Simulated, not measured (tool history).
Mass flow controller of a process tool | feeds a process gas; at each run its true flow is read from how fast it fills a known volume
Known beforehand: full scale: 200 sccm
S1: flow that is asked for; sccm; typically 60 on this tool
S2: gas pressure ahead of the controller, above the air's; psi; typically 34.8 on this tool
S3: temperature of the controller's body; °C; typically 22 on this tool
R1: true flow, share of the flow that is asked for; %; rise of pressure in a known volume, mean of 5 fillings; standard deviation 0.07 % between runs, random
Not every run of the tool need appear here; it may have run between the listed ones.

run,hour,S1,S2,S3,R1
1,0.0,60,34.8,22,98.77
2,246.0,60,34.8,22,98.81
3,506.1,60,34.8,22,98.77
4,653.2,29,34.8,22,98.82
5,921.5,60,34.8,22,98.92
6,1068.3,60,23.1,22,98.38
7,1235.1,60,23.1,22,98.33
8,1380.3,60,23.1,22,98.31
9,1584.8,52,23.1,22,98.41
10,1806.1,60,34.8,31,98.10
11,1960.9,60,34.8,22,98.97
12,2209.4,60,34.8,22,99.04
13,2324.8,60,26.7,22,98.76
14,2445.3,60,34.8,22,99.09
15,2599.3,60,34.8,22,99.13
16,2760.3,60,34.8,22,99.18
17,2999.3,60,34.8,22,99.24
18,3252.7,37,34.8,22,99.56
19,3513.9,60,34.8,22,99.38
20,3693.6,60,34.8,40,97.41
21,3970.7,60,34.8,40,97.50
22,4196.3,60,34.8,27,98.92
23,4373.8,60,34.8,22,99.50
24,4577.1,32,34.8,22,100.17
25,4742.8,60,34.8,22,99.50
26,4948.0,60,34.8,22,99.45
27,5082.6,60,34.8,22,99.61
28,5254.9,60,31.3,36,98.06
29,5392.7,60,31.3,36,98.07
30,5653.5,60,31.3,36,98.18
31,5813.9,109,28.4,39,97.77
32,6014.1,109,28.4,39,97.72
33,6274.3,26,33.2,22,101.52
34,6395.4,26,33.2,24,101.21
35,6641.2,29,34.8,29,100.49
36,6849.9,23,25.5,29,101.00
37,7104.8,23,26.3,23,101.70
38,7228.7,22,28.7,32,101.24
39,7463.5,22,28.7,32,101.29
40,7687.1,21,29.3,30,102.01
41,7878.6,21,29.3,30,102.20
42,8092.0,53,38.6,28,99.79
43,8317.1,53,38.6,28,99.77
44,8510.6,60,30.0,27,99.40
45,8718.5,60,27.6,32,98.64
46,8879.4,27,22.3,25,101.40
47,9023.1,27,22.3,25,101.52
48,9274.8,27,23.2,25,101.67
49,9528.8,24,32.5,25,102.90

Forecast each of these 3 alternatives for the next run:
A,9662.5,24,32.5,26,?
B,9662.5,24,36.4,25,?
C,9662.5,20,32.5,25,?

run,R1
A,102.78
B,103.10
C,103.99
Without the tool's unlogged condition, the same runs would have read:
run,R1
A,97.14
B,97.47
C,97.15
